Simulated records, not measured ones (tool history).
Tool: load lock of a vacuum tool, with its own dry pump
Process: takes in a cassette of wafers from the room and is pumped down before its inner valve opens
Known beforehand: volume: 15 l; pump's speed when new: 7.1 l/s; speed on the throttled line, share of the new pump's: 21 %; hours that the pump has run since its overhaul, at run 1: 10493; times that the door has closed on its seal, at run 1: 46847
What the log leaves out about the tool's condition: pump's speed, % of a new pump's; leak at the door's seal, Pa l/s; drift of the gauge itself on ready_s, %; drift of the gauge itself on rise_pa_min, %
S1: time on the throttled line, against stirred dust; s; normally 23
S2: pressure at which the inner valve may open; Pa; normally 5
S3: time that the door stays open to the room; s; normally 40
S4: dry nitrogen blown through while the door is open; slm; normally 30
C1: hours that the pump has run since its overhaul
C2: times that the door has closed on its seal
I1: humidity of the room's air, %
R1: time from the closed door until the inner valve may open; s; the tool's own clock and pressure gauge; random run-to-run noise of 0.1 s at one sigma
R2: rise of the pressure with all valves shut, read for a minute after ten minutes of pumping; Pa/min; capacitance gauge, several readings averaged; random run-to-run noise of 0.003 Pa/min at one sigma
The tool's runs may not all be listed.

run,hour,S1,S2,S3,S4,C1,C2,I1,R1,R2
1,0.0,23,5,40,30,10493,46847,45.4,39.8,0.667
2,244.5,23,5,40,30,10737,47581,42.9,39.8,0.693
3,447.6,23,5,40,30,10940,48190,41.9,40.0,0.696
# hour 638.9: door's seal changed, seat wiped
4,794.4,23,5,40,30,11285,467,41.3,39.9,0.013
5,1164.5,23,5,40,30,11656,1577,44.4,39.9,0.018
6,1476.5,23,5,40,30,11967,2514,48.4,39.9,0.025
7,1894.4,23,5,40,30,12385,3768,45.9,39.8,0.033
8,2362.4,23,5,40,28,12853,5172,44.2,40.1,0.042
9,2636.0,23,5,40,28,13127,5994,45.0,40.0,0.050
10,2998.8,23,5,40,28,13490,7083,46.5,40.0,0.056
11,3397.7,23,5,40,28,13889,8280,43.7,40.1,0.063
12,3812.4,23,5,40,28,14303,9525,44.2,40.0,0.072
13,4120.3,23,8,40,30,14611,10449,48.8,39.1,0.082
14,4548.9,23,8,40,30,15040,11735,46.8,39.1,0.092
15,4842.5,29,5,40,30,15333,12616,46.3,44.9,0.091
16,5283.5,29,5,40,30,15774,13940,42.7,44.9,0.116
17,5622.6,29,5,40,30,16114,14958,44.7,44.7,0.126
18,6099.2,29,5,40,30,16590,16388,47.1,45.0,0.140
19,6325.8,23,5,40,7,16817,17068,44.7,40.3,0.151
20,6655.4,20,5,43,5,17146,18057,42.4,37.8,0.171
21,7072.1,15,9,107,9,17563,19308,40.3,32.8,0.189
22,7432.2,39,6,182,30,17923,20389,43.0,52.5,0.196
23,7668.6,14,4,182,30,18160,21098,44.8,34.2,0.201
24,7939.3,14,4,182,30,18430,21911,44.5,34.0,0.210
25,8291.1,28,5,74,30,18782,22967,47.2,44.5,0.215
26,8628.1,32,5,199,7,19119,23978,42.9,47.4,0.269
27,8886.5,12,7,42,12,19377,24754,44.3,31.2,0.252
28,9179.3,22,4,84,30,19670,25633,47.1,40.6,0.257
29,9518.1,22,8,74,5,20009,26649,43.2,38.7,0.285
30,9817.5,20,9,64,30,20308,27548,45.2,36.9,0.275
31,10270.5,24,7,45,16,20762,28908,46.4,40.7,0.308
32,10591.7,24,7,45,9,21083,29872,43.6,40.8,0.328
33,10825.0,24,7,45,9,21316,30572,46.6,40.8,0.341
34,11228.2,24,7,25,8,21719,31782,45.6,40.7,0.360
35,11588.6,18,7,25,8,22080,32864,42.7,36.1,0.368
36,11973.6,32,6,53,12,22465,34019,43.5,47.3,0.398

How the hidden state differs across the entries between the runs, from the last listed run before each to the first after it:
Between runs 3 and 4: door's seal changed, seat wiped (hour 638.9)
  pump's speed, % of a new pump's: 96.4 -> 96.3; leak at the door's seal, Pa l/s: 0.1729 -> 0.0017
  the result without the hidden state subtracted from the measured one, R1: +0.7 -> +0.7 s; R2: +0.681 -> -0.001 Pa/min
